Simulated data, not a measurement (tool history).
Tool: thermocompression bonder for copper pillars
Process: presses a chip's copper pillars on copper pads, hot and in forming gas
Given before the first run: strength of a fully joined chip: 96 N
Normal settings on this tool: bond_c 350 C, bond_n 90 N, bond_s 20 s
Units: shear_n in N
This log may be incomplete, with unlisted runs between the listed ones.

{"run": 1, "hour": 0.0, "bond_c": 350, "bond_n": 90, "bond_s": 20, "shear_n": 53}
{"run": 2, "hour": 18.8, "bond_c": 350, "bond_n": 92, "bond_s": 20, "shear_n": 54.2}
{"run": 3, "hour": 33.0, "bond_c": 350, "bond_n": 90, "bond_s": 12, "shear_n": 44.7}
{"run": 4, "hour": 49.6, "bond_c": 350, "bond_n": 90, "bond_s": 12, "shear_n": 44.8}
{"run": 5, "hour": 60.4, "bond_c": 350, "bond_n": 90, "bond_s": 20, "shear_n": 53.3}
{"run": 6, "hour": 75.5, "bond_c": 350, "bond_n": 90, "bond_s": 20, "shear_n": 53.1}
{"run": 7, "hour": 89.2, "bond_c": 350, "bond_n": 90, "bond_s": 20, "shear_n": 53.1}
{"run": 8, "hour": 107.3, "bond_c": 350, "bond_n": 90, "bond_s": 20, "shear_n": 53.2}
{"run": 9, "hour": 117.0, "bond_c": 350, "bond_n": 66, "bond_s": 20, "shear_n": 41.7}
{"run": 10, "hour": 128.3, "bond_c": 350, "bond_n": 90, "bond_s": 20, "shear_n": 52.4}
{"run": 11, "hour": 145.1, "bond_c": 350, "bond_n": 90, "bond_s": 20, "shear_n": 52.3}
{"run": 12, "hour": 159.5, "bond_c": 350, "bond_n": 90, "bond_s": 20, "shear_n": 52.8}
{"run": 13, "hour": 180.2, "bond_c": 350, "bond_n": 90, "bond_s": 36, "shear_n": 62.1}
{"hour": 183.9, "done": "heater calibrated with a thermocouple chip"}
{"hour": 197.4, "done": "forming gas filter changed"}
{"run": 14, "hour": 201.6, "bond_c": 373, "bond_n": 90, "bond_s": 38, "shear_n": 77.1}
{"run": 15, "hour": 220.5, "bond_c": 373, "bond_n": 90, "bond_s": 38, "shear_n": 77}
{"hour": 233.5, "done": "heater calibrated with a thermocouple chip, once more"}
{"run": 16, "hour": 234.5, "bond_c": 354, "bond_n": 59, "bond_s": 22, "shear_n": 40.1}
{"run": 17, "hour": 245.4, "bond_c": 354, "bond_n": 59, "bond_s": 22, "shear_n": 40.2}
{"run": 18, "hour": 266.8, "bond_c": 327, "bond_n": 82, "bond_s": 11, "shear_n": 28.9}
{"run": 19, "hour": 277.8, "bond_c": 327, "bond_n": 82, "bond_s": 11, "shear_n": 28.9}
{"run": 20, "hour": 297.4, "bond_c": 360, "bond_n": 102, "bond_s": 20, "shear_n": 61.6}
{"run": 21, "hour": 306.5, "bond_c": 350, "bond_n": 90, "bond_s": 40, "shear_n": 63.3}

Below are 5 alternative next runs, each starting from the tool's condition after run 21. Predict each:
{"run": "A", "hour": 324.3, "bond_c": 364, "bond_n": 90, "bond_s": 20, "shear_n": "?"}
{"run": "B", "hour": 324.3, "bond_c": 325, "bond_n": 90, "bond_s": 19, "shear_n": "?"}
{"run": "C", "hour": 324.3, "bond_c": 357, "bond_n": 57, "bond_s": 51, "shear_n": "?"}
{"run": "D", "hour": 324.3, "bond_c": 343, "bond_n": 90, "bond_s": 40, "shear_n": "?"}
{"run": "E", "hour": 324.3, "bond_c": 350, "bond_n": 127, "bond_s": 40, "shear_n": "?"}

run=A shear_n=59.2
run=B shear_n=38.2
run=C shear_n=53.7
run=D shear_n=59.6
run=E shear_n=75.9
With no hidden state in the tool, these same runs would have given:
run=A shear_n=58.5
run=B shear_n=37.5
run=C shear_n=53
run=D shear_n=59
run=E shear_n=75.9
